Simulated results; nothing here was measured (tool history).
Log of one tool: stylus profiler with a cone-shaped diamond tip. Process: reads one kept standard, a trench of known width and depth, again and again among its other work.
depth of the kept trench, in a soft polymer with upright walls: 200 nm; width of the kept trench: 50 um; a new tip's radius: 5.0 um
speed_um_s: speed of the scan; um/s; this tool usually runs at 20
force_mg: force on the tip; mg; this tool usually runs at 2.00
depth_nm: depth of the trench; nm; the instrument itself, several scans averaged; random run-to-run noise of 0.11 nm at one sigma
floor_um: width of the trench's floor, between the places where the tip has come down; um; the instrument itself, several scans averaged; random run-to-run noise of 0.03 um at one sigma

run 1 hour=0.0 | speed_um_s=20 force_mg=2.00 | depth_nm=201.34 floor_um=47.10
run 2 hour=9.7 | speed_um_s=20 force_mg=2.00 | depth_nm=201.15 floor_um=47.06
run 3 hour=23.1 | speed_um_s=20 force_mg=3.43 | depth_nm=201.66 floor_um=47.06
run 4 hour=37.7 | speed_um_s=20 force_mg=3.43 | depth_nm=201.57 floor_um=47.03
run 5 hour=52.5 | speed_um_s=20 force_mg=3.43 | depth_nm=201.55 floor_um=47.03
run 6 hour=63.8 | speed_um_s=20 force_mg=2.00 | depth_nm=201.15 floor_um=47.00
run 7 hour=70.7 | speed_um_s=20 force_mg=2.00 | depth_nm=201.30 floor_um=47.06
run 8 hour=81.1 | speed_um_s=20 force_mg=2.00 | depth_nm=201.27 floor_um=47.00
run 9 hour=90.3 | speed_um_s=20 force_mg=2.00 | depth_nm=201.04 floor_um=47.05
run 10 hour=102.3 | speed_um_s=20 force_mg=2.00 | depth_nm=201.39 floor_um=47.02
run 11 hour=117.4 | speed_um_s=20 force_mg=2.00 | depth_nm=201.20 floor_um=47.06
-- hour=118.9 height scale calibrated on a step standard
run 12 hour=132.8 | speed_um_s=20 force_mg=2.00 | depth_nm=201.49 floor_um=47.03
run 13 hour=145.1 | speed_um_s=34 force_mg=3.90 | depth_nm=202.04 floor_um=47.01
run 14 hour=157.1 | speed_um_s=34 force_mg=3.90 | depth_nm=202.07 floor_um=47.02
run 15 hour=163.6 | speed_um_s=66 force_mg=0.77 | depth_nm=200.87 floor_um=46.62
run 16 hour=173.0 | speed_um_s=6 force_mg=4.91 | depth_nm=202.17 floor_um=47.04
run 17 hour=180.2 | speed_um_s=20 force_mg=3.10 | depth_nm=201.67 floor_um=47.00

Forecast run 18:
run 18 hour=193.7 | speed_um_s=20 force_mg=2.33 | depth_nm=? floor_um=?

Logged for run 18: depth_nm 201.25 nm, floor_um 46.98 um.
The same run, on a tool lacking any hidden state, would have yielded depth_nm 200.84 nm, floor_um 47.09 um.
